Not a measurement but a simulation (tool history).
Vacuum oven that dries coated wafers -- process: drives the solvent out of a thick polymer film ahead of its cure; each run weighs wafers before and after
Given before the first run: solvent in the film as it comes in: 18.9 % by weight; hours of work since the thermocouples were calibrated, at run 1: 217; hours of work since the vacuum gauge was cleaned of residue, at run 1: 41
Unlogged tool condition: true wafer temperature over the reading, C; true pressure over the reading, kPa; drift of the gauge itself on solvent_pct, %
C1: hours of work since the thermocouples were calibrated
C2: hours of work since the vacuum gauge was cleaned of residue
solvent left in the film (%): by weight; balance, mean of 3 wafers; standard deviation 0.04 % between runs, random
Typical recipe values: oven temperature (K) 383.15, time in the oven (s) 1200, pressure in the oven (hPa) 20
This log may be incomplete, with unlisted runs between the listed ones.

run 1 hour=0 | oven_temperature_(K)=383.15 time_in_the_oven_(s)=1200 pressure_in_the_oven_(hPa)=20 | C1=217 C2=41 | solvent_left_in_the_film_(%)=1.07
run 2 hour=9.1 | oven_temperature_(K)=383.15 time_in_the_oven_(s)=1200 pressure_in_the_oven_(hPa)=20 | C1=224 C2=47 | solvent_left_in_the_film_(%)=1.11
run 3 hour=20 | oven_temperature_(K)=383.15 time_in_the_oven_(s)=1200 pressure_in_the_oven_(hPa)=14.4 | C1=232 C2=55 | solvent_left_in_the_film_(%)=0.97
run 4 hour=40.2 | oven_temperature_(K)=391.15 time_in_the_oven_(s)=1200 pressure_in_the_oven_(hPa)=20 | C1=246 C2=70 | solvent_left_in_the_film_(%)=0.57
run 5 hour=54 | oven_temperature_(K)=391.15 time_in_the_oven_(s)=1200 pressure_in_the_oven_(hPa)=20 | C1=257 C2=80 | solvent_left_in_the_film_(%)=0.61
run 6 hour=74.6 | oven_temperature_(K)=388.15 time_in_the_oven_(s)=1200 pressure_in_the_oven_(hPa)=20 | C1=272 C2=95 | solvent_left_in_the_film_(%)=0.72
run 7 hour=90.4 | oven_temperature_(K)=388.15 time_in_the_oven_(s)=1200 pressure_in_the_oven_(hPa)=20 | C1=283 C2=107 | solvent_left_in_the_film_(%)=0.66
run 8 hour=111.7 | oven_temperature_(K)=383.15 time_in_the_oven_(s)=1200 pressure_in_the_oven_(hPa)=20 | C1=299 C2=122 | solvent_left_in_the_film_(%)=1.19
run 9 hour=121 | oven_temperature_(K)=383.15 time_in_the_oven_(s)=1200 pressure_in_the_oven_(hPa)=11.1 | C1=305 C2=129 | solvent_left_in_the_film_(%)=0.87
run 10 hour=141.1 | oven_temperature_(K)=383.15 time_in_the_oven_(s)=1200 pressure_in_the_oven_(hPa)=11.1 | C1=320 C2=144 | solvent_left_in_the_film_(%)=0.84
run 11 hour=155.5 | oven_temperature_(K)=383.15 time_in_the_oven_(s)=1200 pressure_in_the_oven_(hPa)=20 | C1=331 C2=154 | solvent_left_in_the_film_(%)=1.13
run 12 hour=174.2 | oven_temperature_(K)=383.15 time_in_the_oven_(s)=1380 pressure_in_the_oven_(hPa)=20 | C1=344 C2=168 | solvent_left_in_the_film_(%)=0.94
run 13 hour=185.4 | oven_temperature_(K)=383.15 time_in_the_oven_(s)=1380 pressure_in_the_oven_(hPa)=20 | C1=352 C2=176 | solvent_left_in_the_film_(%)=0.97
run 14 hour=203.7 | oven_temperature_(K)=383.15 time_in_the_oven_(s)=1380 pressure_in_the_oven_(hPa)=20 | C1=366 C2=189 | solvent_left_in_the_film_(%)=0.89
run 15 hour=226 | oven_temperature_(K)=383.15 time_in_the_oven_(s)=1200 pressure_in_the_oven_(hPa)=20 | C1=382 C2=206 | solvent_left_in_the_film_(%)=1.09
run 16 hour=247.6 | oven_temperature_(K)=383.15 time_in_the_oven_(s)=1200 pressure_in_the_oven_(hPa)=20 | C1=398 C2=221 | solvent_left_in_the_film_(%)=1.2
run 17 hour=264.6 | oven_temperature_(K)=383.15 time_in_the_oven_(s)=1200 pressure_in_the_oven_(hPa)=20 | C1=410 C2=234 | solvent_left_in_the_film_(%)=1.16
run 18 hour=277.7 | oven_temperature_(K)=383.15 time_in_the_oven_(s)=1200 pressure_in_the_oven_(hPa)=20 | C1=420 C2=243 | solvent_left_in_the_film_(%)=1.14
run 19 hour=295.7 | oven_temperature_(K)=383.15 time_in_the_oven_(s)=1200 pressure_in_the_oven_(hPa)=20 | C1=433 C2=257 | solvent_left_in_the_film_(%)=1.11
run 20 hour=309.3 | oven_temperature_(K)=383.15 time_in_the_oven_(s)=1200 pressure_in_the_oven_(hPa)=20 | C1=443 C2=266 | solvent_left_in_the_film_(%)=1.19
run 21 hour=330.9 | oven_temperature_(K)=383.15 time_in_the_oven_(s)=1200 pressure_in_the_oven_(hPa)=20 | C1=459 C2=282 | solvent_left_in_the_film_(%)=1.13
run 22 hour=340.6 | oven_temperature_(K)=383.15 time_in_the_oven_(s)=1200 pressure_in_the_oven_(hPa)=20 | C1=466 C2=289 | solvent_left_in_the_film_(%)=1.07
run 23 hour=358.2 | oven_temperature_(K)=383.15 time_in_the_oven_(s)=1200 pressure_in_the_oven_(hPa)=20 | C1=479 C2=302 | solvent_left_in_the_film_(%)=1.14
run 24 hour=368.8 | oven_temperature_(K)=392.15 time_in_the_oven_(s)=1200 pressure_in_the_oven_(hPa)=10.1 | C1=486 C2=310 | solvent_left_in_the_film_(%)=0.31
run 25 hour=377.9 | oven_temperature_(K)=392.15 time_in_the_oven_(s)=1200 pressure_in_the_oven_(hPa)=10.1 | C1=493 C2=317 | solvent_left_in_the_film_(%)=0.32
run 26 hour=392.1 | oven_temperature_(K)=392.15 time_in_the_oven_(s)=1200 pressure_in_the_oven_(hPa)=45 | C1=503 C2=327 | solvent_left_in_the_film_(%)=1.07
run 27 hour=405.9 | oven_temperature_(K)=392.15 time_in_the_oven_(s)=1200 pressure_in_the_oven_(hPa)=46.1 | C1=513 C2=337 | solvent_left_in_the_film_(%)=1.07
run 28 hour=425.6 | oven_temperature_(K)=392.15 time_in_the_oven_(s)=1200 pressure_in_the_oven_(hPa)=46.1 | C1=528 C2=351 | solvent_left_in_the_film_(%)=1.04
run 29 hour=445.1 | oven_temperature_(K)=391.15 time_in_the_oven_(s)=1020 pressure_in_the_oven_(hPa)=63.2 | C1=542 C2=366 | solvent_left_in_the_film_(%)=1.57
run 30 hour=458.3 | oven_temperature_(K)=391.15 time_in_the_oven_(s)=1020 pressure_in_the_oven_(hPa)=63.2 | C1=552 C2=375 | solvent_left_in_the_film_(%)=1.63
run 31 hour=467.8 | oven_temperature_(K)=375.15 time_in_the_oven_(s)=1200 pressure_in_the_oven_(hPa)=42.3 | C1=559 C2=382 | solvent_left_in_the_film_(%)=3.16
run 32 hour=489.8 | oven_temperature_(K)=397.15 time_in_the_oven_(s)=1200 pressure_in_the_oven_(hPa)=15 | C1=575 C2=398 | solvent_left_in_the_film_(%)=0.27
run 33 hour=499.4 | oven_temperature_(K)=370.15 time_in_the_oven_(s)=1500 pressure_in_the_oven_(hPa)=69.3 | C1=582 C2=405 | solvent_left_in_the_film_(%)=4.72
run 34 hour=520.1 | oven_temperature_(K)=370.15 time_in_the_oven_(s)=1500 pressure_in_the_oven_(hPa)=69.3 | C1=597 C2=420 | solvent_left_in_the_film_(%)=4.77
run 35 hour=542.3 | oven_temperature_(K)=370.15 time_in_the_oven_(s)=1500 pressure_in_the_oven_(hPa)=69.3 | C1=613 C2=437 | solvent_left_in_the_film_(%)=4.8
run 36 hour=562 | oven_temperature_(K)=370.15 time_in_the_oven_(s)=1500 pressure_in_the_oven_(hPa)=69.3 | C1=627 C2=451 | solvent_left_in_the_film_(%)=4.82
run 37 hour=571.3 | oven_temperature_(K)=398.15 time_in_the_oven_(s)=720 pressure_in_the_oven_(hPa)=14.1 | C1=634 C2=458 | solvent_left_in_the_film_(%)=0.41
run 38 hour=591.1 | oven_temperature_(K)=398.15 time_in_the_oven_(s)=720 pressure_in_the_oven_(hPa)=14.1 | C1=649 C2=472 | solvent_left_in_the_film_(%)=0.45
run 39 hour=602.8 | oven_temperature_(K)=392.15 time_in_the_oven_(s)=1560 pressure_in_the_oven_(hPa)=20.6 | C1=657 C2=481 | solvent_left_in_the_film_(%)=0.4
run 40 hour=619.1 | oven_temperature_(K)=374.15 time_in_the_oven_(s)=1080 pressure_in_the_oven_(hPa)=15.8 | C1=669 C2=493 | solvent_left_in_the_film_(%)=3.03
run 41 hour=628.6 | oven_temperature_(K)=381.15 time_in_the_oven_(s)=1200 pressure_in_the_oven_(hPa)=36.1 | C1=676 C2=500 | solvent_left_in_the_film_(%)=1.8
run 42 hour=638.1 | oven_temperature_(K)=375.15 time_in_the_oven_(s)=1200 pressure_in_the_oven_(hPa)=20 | C1=683 C2=507 | solvent_left_in_the_film_(%)=2.49
run 43 hour=655 | oven_temperature_(K)=369.15 time_in_the_oven_(s)=1800 pressure_in_the_oven_(hPa)=39.6 | C1=695 C2=519 | solvent_left_in_the_film_(%)=3.26
run 44 hour=674 | oven_temperature_(K)=369.15 time_in_the_oven_(s)=1800 pressure_in_the_oven_(hPa)=39.6 | C1=709 C2=533 | solvent_left_in_the_film_(%)=3.27
run 45 hour=695.8 | oven_temperature_(K)=373.15 time_in_the_oven_(s)=1080 pressure_in_the_oven_(hPa)=20 | C1=725 C2=549 | solvent_left_in_the_film_(%)=3.47
run 46 hour=710.8 | oven_temperature_(K)=373.15 time_in_the_oven_(s)=1080 pressure_in_the_oven_(hPa)=20 | C1=736 C2=560 | solvent_left_in_the_film_(%)=3.42

Alternative continuations, all from the tool just after run 46; predict every row:
run A hour=724 | oven_temperature_(K)=375.15 time_in_the_oven_(s)=840 pressure_in_the_oven_(hPa)=11.7 | C1=746 C2=569 | solvent_left_in_the_film_(%)=?
run B hour=724 | oven_temperature_(K)=370.15 time_in_the_oven_(s)=1440 pressure_in_the_oven_(hPa)=20 | C1=746 C2=569 | solvent_left_in_the_film_(%)=?
run C hour=724 | oven_temperature_(K)=396.15 time_in_the_oven_(s)=1920 pressure_in_the_oven_(hPa)=20 | C1=746 C2=569 | solvent_left_in_the_film_(%)=?
run D hour=724 | oven_temperature_(K)=396.15 time_in_the_oven_(s)=960 pressure_in_the_oven_(hPa)=19.9 | C1=746 C2=569 | solvent_left_in_the_film_(%)=?
run E hour=724 | oven_temperature_(K)=371.15 time_in_the_oven_(s)=720 pressure_in_the_oven_(hPa)=52.7 | C1=746 C2=569 | solvent_left_in_the_film_(%)=?

run=A solvent_left_in_the_film_(%)=3.76
run=B solvent_left_in_the_film_(%)=2.99
run=C solvent_left_in_the_film_(%)=0.33
run=D solvent_left_in_the_film_(%)=0.48
run=E solvent_left_in_the_film_(%)=7.12
With the hidden condition removed and each run's random variation left untouched, the same runs would have given:
run=A solvent_left_in_the_film_(%)=3.74
run=B solvent_left_in_the_film_(%)=2.97
run=C solvent_left_in_the_film_(%)=0.32
run=D solvent_left_in_the_film_(%)=0.48
run=E solvent_left_in_the_film_(%)=7.09
